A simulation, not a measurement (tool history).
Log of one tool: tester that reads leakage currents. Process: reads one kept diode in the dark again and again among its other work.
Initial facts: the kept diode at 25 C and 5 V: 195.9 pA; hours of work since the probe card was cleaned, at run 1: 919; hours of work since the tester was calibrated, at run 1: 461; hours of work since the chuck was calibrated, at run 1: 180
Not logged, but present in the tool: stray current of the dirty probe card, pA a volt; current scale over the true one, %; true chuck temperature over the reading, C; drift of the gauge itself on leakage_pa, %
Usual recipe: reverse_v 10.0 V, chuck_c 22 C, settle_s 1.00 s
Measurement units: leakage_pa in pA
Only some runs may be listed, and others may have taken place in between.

| run | hour | reverse_v | chuck_c | settle_s | hours of work since the probe card was cleaned | hours of work since the tester was calibrated | hours of work since the chuck was calibrated | leakage_pa |
|---|---|---|---|---|---|---|---|---|
| 1 | 0.0 | 10.0 | 22 | 1.00 | 919 | 461 | 180 | 216.35 |
| 2 | 99.1 | 10.0 | 53 | 1.00 | 990 | 532 | 251 | 2999.27 |
| 3 | 200.4 | 10.0 | 53 | 1.00 | 1063 | 605 | 323 | 2995.50 |
| 4 | 299.2 | 10.0 | 22 | 1.00 | 1134 | 676 | 394 | 215.30 |
| 5 | 388.5 | 10.0 | 37 | 1.00 | 1198 | 740 | 458 | 822.77 |
| 6 | 473.2 | 3.4 | 37 | 1.00 | 1258 | 800 | 519 | 469.06 |
| 7 | 607.6 | 10.0 | 22 | 1.00 | 1355 | 897 | 615 | 215.56 |
| 8 | 720.1 | 10.0 | 22 | 1.00 | 1435 | 977 | 696 | 217.12 |
| 9 | 853.2 | 10.0 | 22 | 1.00 | 1531 | 1073 | 791 | 216.50 |
| 10 | 918.0 | 10.0 | 22 | 1.00 | 1577 | 1119 | 837 | 215.45 |
| 11 | 982.0 | 10.0 | 22 | 1.00 | 1623 | 1165 | 883 | 218.54 |
| 12 | 1108.6 | 10.0 | 22 | 1.00 | 1714 | 1256 | 974 | 216.61 |
| 13 | 1250.8 | 10.0 | 22 | 1.00 | 1815 | 1358 | 1076 | 217.34 |
| 14 | 1390.1 | 10.0 | 22 | 1.00 | 1915 | 1457 | 1176 | 215.29 |
| 15 | 1468.8 | 10.0 | 22 | 1.00 | 1972 | 1514 | 1232 | 216.04 |
| 16 | 1598.4 | 10.0 | 22 | 1.00 | 2064 | 1607 | 1325 | 215.99 |
| 17 | 1740.1 | 10.0 | 34 | 1.00 | 2166 | 1708 | 1426 | 635.88 |
|  | 1790.6 | chuck's temperature calibrated |
| 18 | 1802.4 | 10.0 | 34 | 1.00 | 2209 | 1751 | 8 | 634.64 |
| 19 | 1877.1 | 10.0 | 51 | 1.00 | 2263 | 1805 | 62 | 2567.84 |
| 20 | 2017.9 | 10.0 | 22 | 1.00 | 2364 | 1906 | 163 | 215.86 |
| 21 | 2145.8 | 10.0 | 22 | 1.00 | 2455 | 1997 | 254 | 218.50 |
| 22 | 2215.7 | 5.1 | 22 | 0.45 | 2505 | 2047 | 305 | 154.41 |
| 23 | 2280.7 | 3.0 | 47 | 9.99 | 2552 | 2094 | 351 | 996.92 |
| 24 | 2421.2 | 5.0 | 37 | 9.99 | 2653 | 2195 | 452 | 565.49 |
| 25 | 2492.7 | 5.0 | 37 | 9.99 | 2704 | 2246 | 503 | 570.05 |
| 26 | 2588.2 | 5.0 | 37 | 9.99 | 2772 | 2314 | 571 | 569.33 |
| 27 | 2725.5 | 6.9 | 53 | 1.30 | 2871 | 2413 | 670 | 2466.72 |
| 28 | 2867.9 | 3.4 | 45 | 0.54 | 2973 | 2515 | 772 | 915.81 |
| 29 | 2991.2 | 3.4 | 45 | 0.54 | 3061 | 2603 | 860 | 912.52 |
| 30 | 3056.5 | 11.4 | 35 | 1.90 | 3108 | 2650 | 907 | 740.57 |
| 31 | 3139.2 | 11.4 | 35 | 1.90 | 3167 | 2709 | 966 | 739.21 |
| 32 | 3207.9 | 5.3 | 33 | 1.00 | 3216 | 2758 | 1015 | 418.34 |
| 33 | 3265.9 | 5.3 | 31 | 7.50 | 3258 | 2800 | 1057 | 348.41 |

Run 34, settings as shown, results not yet in. Your forecast:
|  | 3403.2 | probe card cleaned and baked |
| 34 | 3403.2 | 10.0 | 33 | 3.66 | 0 | 2896 | 1153 | ? |

{"run 34": {"leakage_pa": 580.57}}
Take away the tool's hidden state, keep the run-to-run variation as it was, and the same run would have given leakage_pa 579.89 pA.

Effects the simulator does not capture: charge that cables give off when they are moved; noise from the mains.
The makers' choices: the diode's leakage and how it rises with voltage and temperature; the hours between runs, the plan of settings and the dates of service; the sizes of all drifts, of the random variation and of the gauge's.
